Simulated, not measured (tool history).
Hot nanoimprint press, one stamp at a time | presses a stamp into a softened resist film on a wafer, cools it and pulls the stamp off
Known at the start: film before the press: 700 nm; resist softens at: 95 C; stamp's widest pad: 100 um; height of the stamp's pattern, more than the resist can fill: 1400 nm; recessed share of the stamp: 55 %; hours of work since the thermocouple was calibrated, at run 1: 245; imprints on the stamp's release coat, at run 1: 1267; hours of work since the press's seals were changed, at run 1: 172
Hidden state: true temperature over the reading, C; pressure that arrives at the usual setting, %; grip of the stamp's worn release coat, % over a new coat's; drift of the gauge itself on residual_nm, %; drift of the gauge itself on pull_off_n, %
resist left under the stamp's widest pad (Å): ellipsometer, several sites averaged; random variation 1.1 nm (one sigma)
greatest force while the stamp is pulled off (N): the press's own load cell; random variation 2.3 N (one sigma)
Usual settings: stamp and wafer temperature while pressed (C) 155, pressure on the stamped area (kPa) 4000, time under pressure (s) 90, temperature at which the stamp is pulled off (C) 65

run	hour	stamp and wafer temperature while pressed (C)	pressure on the stamped area (kPa)	time under pressure (s)	temperature at which the stamp is pulled off (C)	hours of work since the thermocouple was calibrated	imprints on the stamp's release coat	hours of work since the press's seals were changed	resist left under the stamp's widest pad (Å)	greatest force while the stamp is pulled off (N)
1	0	155	4000	90	65	245	1267	172	4030	129
2	23.1	155	4000	90	65	258	1343	185	4020	135
3	51	155	4000	90	65	274	1434	201	4025	134
# hour 81.9: stamp cleaned and given a new release coat
4	83.3	155	4000	90	65	289	5	216	4034	132
5	110.7	155	4000	90	65	305	94	232	4028	131
6	142.3	155	4000	90	65	323	198	250	4027	129
7	156.7	155	4000	90	65	331	245	258	4011	134
8	176.2	155	4000	90	65	342	308	269	4032	129
9	197.4	155	4000	90	65	354	378	282	4038	127
10	214.3	155	2730	90	65	364	433	291	4820	128
11	236.5	155	2730	90	65	377	506	304	4808	128
12	260.8	155	2730	90	65	391	586	318	4831	128
13	292.7	155	4000	95	52	409	690	336	3965	159
14	316.4	155	4000	95	52	422	768	349	3960	155
# hour 321.4: plate thermocouple calibrated
15	343.3	155	4000	72	65	12	846	363	4312	132
16	375.1	155	4000	72	65	31	950	381	4328	131
17	397.3	155	4000	72	65	43	1023	394	4300	128
18	420.8	164	3130	68	72	57	1099	407	3424	116

The next listed run, before its measurement:
19	434.7	164	3130	68	72	65	1145	415	?	?

Run 19 gave resist left under the stamp's widest pad (Å) 3430, greatest force while the stamp is pulled off (N) 117.
Without the tool's hidden state the same run would have given resist left under the stamp's widest pad (Å) 3400, greatest force while the stamp is pulled off (N) 116.
